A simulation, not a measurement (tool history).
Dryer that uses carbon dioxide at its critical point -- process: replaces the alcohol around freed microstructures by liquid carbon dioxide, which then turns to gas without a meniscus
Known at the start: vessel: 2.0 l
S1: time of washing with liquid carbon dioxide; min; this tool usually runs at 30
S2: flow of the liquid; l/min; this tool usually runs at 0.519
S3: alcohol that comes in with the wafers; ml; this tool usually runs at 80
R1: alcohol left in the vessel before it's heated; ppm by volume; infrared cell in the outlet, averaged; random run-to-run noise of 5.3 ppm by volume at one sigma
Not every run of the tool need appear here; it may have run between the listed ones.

Run 1, hour 0: usual settings. Result: R1 276 ppm by volume.
Run 2, hour 21.6: usual settings but S3 42 ml. Result: R1 203 ppm by volume.
Run 3, hour 67.7: usual settings but S3 42 ml. Result: R1 227 ppm by volume.
At hour 108.6: inlet filter changed.
Run 4, hour 110.4: usual settings but S3 42 ml. Result: R1 187 ppm by volume.
Run 5, hour 147.5: usual settings but S2 0.778 l/min, S3 42 ml. Result: R1 122 ppm by volume.
Run 6, hour 184.3: usual settings but S2 0.778 l/min, S3 42 ml. Result: R1 140 ppm by volume.
Run 7, hour 209.3: usual settings. Result: R1 305 ppm by volume.
Run 8, hour 234: usual settings. Result: R1 293 ppm by volume.
Run 9, hour 269.1: usual settings. Result: R1 315 ppm by volume.
Run 10, hour 316.7: usual settings but S1 29 min. Result: R1 385 ppm by volume.
Run 11, hour 361.5: usual settings but S1 40 min. Result: R1 206 ppm by volume.
Run 12, hour 392.2: usual settings but S1 40 min, S2 0.504 l/min. Result: R1 218 ppm by volume.
Run 13, hour 429: usual settings but S1 35 min, S2 0.418 l/min. Result: R1 470 ppm by volume.
At hour 452.6: inlet filter changed.
Run 14, hour 466.5: usual settings but S1 33 min, S2 0.418 l/min, S3 111 ml. Result: R1 484 ppm by volume.
At hour 509: purifier's bed changed.
Run 15, hour 509.9: usual settings but S1 31 min, S3 52 ml. Result: R1 80 ppm by volume.
Run 16, hour 545.9: usual settings but S1 31 min, S3 52 ml. Result: R1 86 ppm by volume.
Run 17, hour 577.4: usual settings but S1 31 min, S3 52 ml. Result: R1 93 ppm by volume.
Run 18, hour 623.1: usual settings but S2 0.486 l/min, S3 29 ml. Result: R1 122 ppm by volume.
Run 19, hour 663: usual settings but S2 0.486 l/min, S3 29 ml. Result: R1 125 ppm by volume.
Run 20, hour 693.4: usual settings but S2 0.633 l/min, S3 23 ml. Result: R1 64 ppm by volume.
Run 21, hour 715: usual settings but S1 22 min, S2 0.575 l/min, S3 36 ml. Result: R1 315 ppm by volume.
Run 22, hour 741.2: usual settings but S1 19 min, S3 27 ml. Result: R1 547 ppm by volume.

Run by run, hidden condition taken away, random variation retained:
The hidden state here: flow that reaches the vessel past the clogged filter, %; alcohol in the recycled carbon dioxide, ppm; drift of the gauge itself on alcohol_ppm, %.
run   R1
  1  116
  2   65
  3   66
  4   68
  5    0
  6    8
  7  131
  8  109
  9  109
 10  141
 11   24
 12   16
 13  139
 14  285
 15   69
 16   63
 17   58
 18   71
 19   59
 20   16
 21  169
 22  324

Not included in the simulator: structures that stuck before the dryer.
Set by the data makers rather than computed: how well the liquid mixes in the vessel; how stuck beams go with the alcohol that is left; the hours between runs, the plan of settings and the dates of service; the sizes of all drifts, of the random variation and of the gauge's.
